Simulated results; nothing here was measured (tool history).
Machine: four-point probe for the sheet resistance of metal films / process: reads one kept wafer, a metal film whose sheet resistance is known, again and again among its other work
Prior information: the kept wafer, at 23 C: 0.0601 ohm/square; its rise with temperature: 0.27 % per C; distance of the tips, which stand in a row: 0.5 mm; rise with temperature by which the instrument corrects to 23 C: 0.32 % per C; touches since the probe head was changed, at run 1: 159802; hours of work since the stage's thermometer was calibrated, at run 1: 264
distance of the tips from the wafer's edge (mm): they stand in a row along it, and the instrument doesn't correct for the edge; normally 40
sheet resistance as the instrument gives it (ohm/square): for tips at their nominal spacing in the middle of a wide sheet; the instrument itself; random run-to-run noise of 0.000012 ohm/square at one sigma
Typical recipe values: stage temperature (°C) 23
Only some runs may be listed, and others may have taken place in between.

run    hour  stage temperature (°C)  distance of the tips from the wafer's edge (mm)  touches since the probe head was changed  hours of work since the stage's thermometer was calibrated  sheet resistance as the instrument gives it (ohm/square)
  1       0                      23                                               40                                    159802                                                         264                                                  0.060738
  2   101.1                      23                                               40                                    163936                                                         311                                                  0.060752
  3   197.7                      30                                               40                                    167882                                                         355                                                  0.060536
  4   279.7                      23                                               52                                    171235                                                         393                                                  0.060798
  5   353.3                      23                                               52                                    174245                                                         427                                                   0.06079
  6   401.1                      23                                               52                                    176199                                                         448                                                   0.06081
  7   498.6                      23                                               52                                    180187                                                         493                                                  0.060822
      525.2  -- new probe head fitted
  8   557.8                      23                                               52                                      1335                                                         520                                                   0.06013
  9     668                      28                                               40                                      5839                                                         571                                                  0.059992
 10   758.1                      28                                               40                                      9524                                                         612                                                  0.059996
 11   833.4                      28                                               40                                     12599                                                         647                                                  0.060012
 12   884.2                      28                                               40                                     14679                                                         670                                                  0.060021
 13   929.5                      23                                               40                                     16531                                                         691                                                  0.060209
 14  1028.3                      23                                               40                                     20567                                                         736                                                  0.060215
 15    1077                      23                                               40                                     22561                                                         759                                                  0.060213
 16  1145.7                      19                                               40                                     25370                                                         790                                                  0.060386
 17  1217.6                      19                                               40                                     28307                                                         823                                                  0.060406
 18  1268.4                      23                                               40                                     30384                                                         846                                                  0.060285
 19    1344                      23                                               10                                     33475                                                         881                                                  0.060355
 20  1440.8                      23                                               40                                     37431                                                         926                                                  0.060271
 21  1489.3                      29                                               40                                     39414                                                         948                                                  0.060106
 22  1582.1                      29                                               40                                     43209                                                         991                                                  0.060101
 23  1659.1                      29                                               40                                     46356                                                        1026                                                  0.060119
 24  1740.5                      22                                               63                                     49684                                                        1063                                                  0.060384
 25  1805.3                      21                                               34                                     52335                                                        1093                                                   0.06041
 26  1856.9                      23                                               49                                     54443                                                        1117                                                  0.060369
 27  1961.6                      23                                               18                                     58725                                                        1165                                                   0.06038
 28  2069.1                      23                                               18                                     63119                                                        1214                                                  0.060404
 29  2152.7                      19                                                6                                     66534                                                        1253                                                  0.060769
 30  2224.7                      34                                               24                                     69478                                                        1286                                                  0.060061
 31  2289.3                      19                                                4                                     72118                                                        1315                                                  0.061061
 32  2387.2                      26                                               16                                     76122                                                        1360                                                  0.060374
 33  2432.4                      26                                               16                                     77971                                                        1381                                                  0.060358
 34  2514.5                      26                                               16                                     81326                                                        1419                                                  0.060379
 35    2570                      19                                               28                                     83594                                                        1444                                                  0.060597
 36  2672.3                      19                                               28                                     87778                                                        1491                                                  0.060628
 37  2738.7                      34                                               47                                     90492                                                        1522                                                  0.060146
 38  2820.1                      26                                               12                                     93821                                                        1559                                                  0.060458
 39  2888.4                      35                                               27                                     96612                                                        1591                                                   0.06012
 40  2958.8                      21                                               40                                     99491                                                        1623                                                   0.06063
 41  3011.2                      21                                               40                                    101633                                                        1647                                                  0.060592
 42  3085.1                      25                                               40                                    104655                                                        1681                                                  0.060511
 43  3132.4                      25                                               40                                    106586                                                        1703                                                  0.060498
 44  3182.9                      21                                               17                                    108652                                                        1726                                                  0.060659

Here are 4 independent what-if runs from the current tool condition. What would each one return?
     3281.4  -- stage's thermometer calibrated
  A  3292.6                      19                                               27                                    113114                                                           5                                                         ?
     3281.4  -- stage's thermometer calibrated
  B  3292.6                      25                                               22                                    113114                                                           5                                                         ?
     3281.4  -- stage's thermometer calibrated
  C  3292.6                      20                                                7                                    113114                                                           5                                                         ?
     3281.4  -- stage's thermometer calibrated
  D  3292.6                      21                                               40                                    113114                                                           5                                                         ?

run  sheet resistance as the instrument gives it (ohm/square)
  A                                                  0.060804
  B                                                  0.060607
  C                                                  0.060922
  D                                                  0.060727
Without the tool's hidden state the same runs would have given:
run  sheet resistance as the instrument gives it (ohm/square)
  A                                                  0.060256
  B                                                   0.06006
  C                                                  0.060373
  D                                                  0.060179
